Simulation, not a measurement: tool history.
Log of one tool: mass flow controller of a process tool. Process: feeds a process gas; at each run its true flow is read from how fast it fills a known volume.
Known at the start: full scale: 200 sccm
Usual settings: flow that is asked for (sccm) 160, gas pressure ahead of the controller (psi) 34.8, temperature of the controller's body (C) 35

run,hour,flow that is asked for (sccm),gas pressure ahead of the controller (psi),temperature of the controller's body (C),true flow (%)
1,0.0,160,34.8,35,100.29
2,348.8,160,34.8,35,100.00
3,548.5,160,34.8,35,100.12
4,774.2,25,34.8,35,99.37
5,1082.9,25,34.8,35,99.44
6,1439.5,160,34.8,35,99.75
7,1726.3,160,34.8,35,99.63
8,1940.5,160,40.3,35,99.71
9,2181.7,21,34.8,35,99.13
10,2554.2,21,34.8,35,98.75
# hour 2660.5: controller's zero set anew
11,2720.3,21,28.6,35,98.67
12,2950.3,160,34.8,35,99.16
13,3253.5,160,34.8,35,99.12
14,3495.2,160,34.7,35,99.10
15,3786.1,36,28.4,35,98.33
16,4082.2,30,28.7,22,97.94
17,4236.4,30,28.7,22,97.85
18,4585.9,30,28.7,22,97.73
19,4945.5,30,28.7,22,97.78
20,5287.2,30,28.7,22,97.80
21,5570.3,30,38.9,30,97.93
22,5874.1,160,34.8,25,98.08
23,6158.5,61,32.3,25,97.65
24,6382.2,151,28.9,25,97.87
25,6537.0,64,20.6,36,97.51
26,6807.4,163,23.1,23,97.52

3 ways to go on from here, each from the tool as it stands after run 26. What would each give?
A,7083.1,163,28.4,23,?
B,7083.1,160,34.8,23,?
C,7083.1,105,23.1,23,?

run,true flow (%)
A,97.57
B,97.83
C,97.32
Without the tool's hidden state the same runs would have given:
run,true flow (%)
A,99.71
B,99.97
C,99.46
